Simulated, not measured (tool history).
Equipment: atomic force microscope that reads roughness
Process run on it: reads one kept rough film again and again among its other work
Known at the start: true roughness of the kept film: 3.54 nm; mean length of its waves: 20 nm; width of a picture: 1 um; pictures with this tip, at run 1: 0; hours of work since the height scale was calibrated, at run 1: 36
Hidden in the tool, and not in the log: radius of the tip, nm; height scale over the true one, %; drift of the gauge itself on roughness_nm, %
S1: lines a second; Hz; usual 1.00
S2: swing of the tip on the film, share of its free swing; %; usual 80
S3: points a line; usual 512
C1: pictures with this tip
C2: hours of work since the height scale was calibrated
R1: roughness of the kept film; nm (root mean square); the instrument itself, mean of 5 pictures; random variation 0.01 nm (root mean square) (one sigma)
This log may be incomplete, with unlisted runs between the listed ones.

run 1 hour=0.0 | S1=1.00 S2=80 S3=512 | C1=0 C2=36 | R1=2.361
run 2 hour=10.7 | S1=1.00 S2=80 S3=512 | C1=16 C2=44 | R1=2.361
run 3 hour=20.8 | S1=1.00 S2=63 S3=512 | C1=30 C2=51 | R1=2.504
run 4 hour=25.6 | S1=1.00 S2=63 S3=512 | C1=37 C2=54 | R1=2.520
run 5 hour=32.7 | S1=1.00 S2=80 S3=436 | C1=48 C2=60 | R1=2.351
run 6 hour=40.9 | S1=1.00 S2=80 S3=301 | C1=60 C2=66 | R1=2.327
run 7 hour=49.1 | S1=1.00 S2=80 S3=512 | C1=72 C2=71 | R1=2.360
run 8 hour=57.8 | S1=1.00 S2=80 S3=512 | C1=84 C2=78 | R1=2.357
run 9 hour=67.9 | S1=1.00 S2=80 S3=512 | C1=99 C2=85 | R1=2.362
run 10 hour=73.7 | S1=2.00 S2=80 S3=853 | C1=108 C2=89 | R1=2.173
run 11 hour=80.7 | S1=0.82 S2=58 S3=564 | C1=118 C2=94 | R1=2.537
run 12 hour=88.7 | S1=3.50 S2=73 S3=512 | C1=130 C2=100 | R1=2.086

What will run 13 give?
run 13 hour=96.1 | S1=3.50 S2=57 S3=374 | C1=140 C2=105 | R1=?

Run 13 measured R1 2.353 nm (root mean square).
The same run, on a tool lacking any hidden state, would have yielded R1 2.359 nm (root mean square).
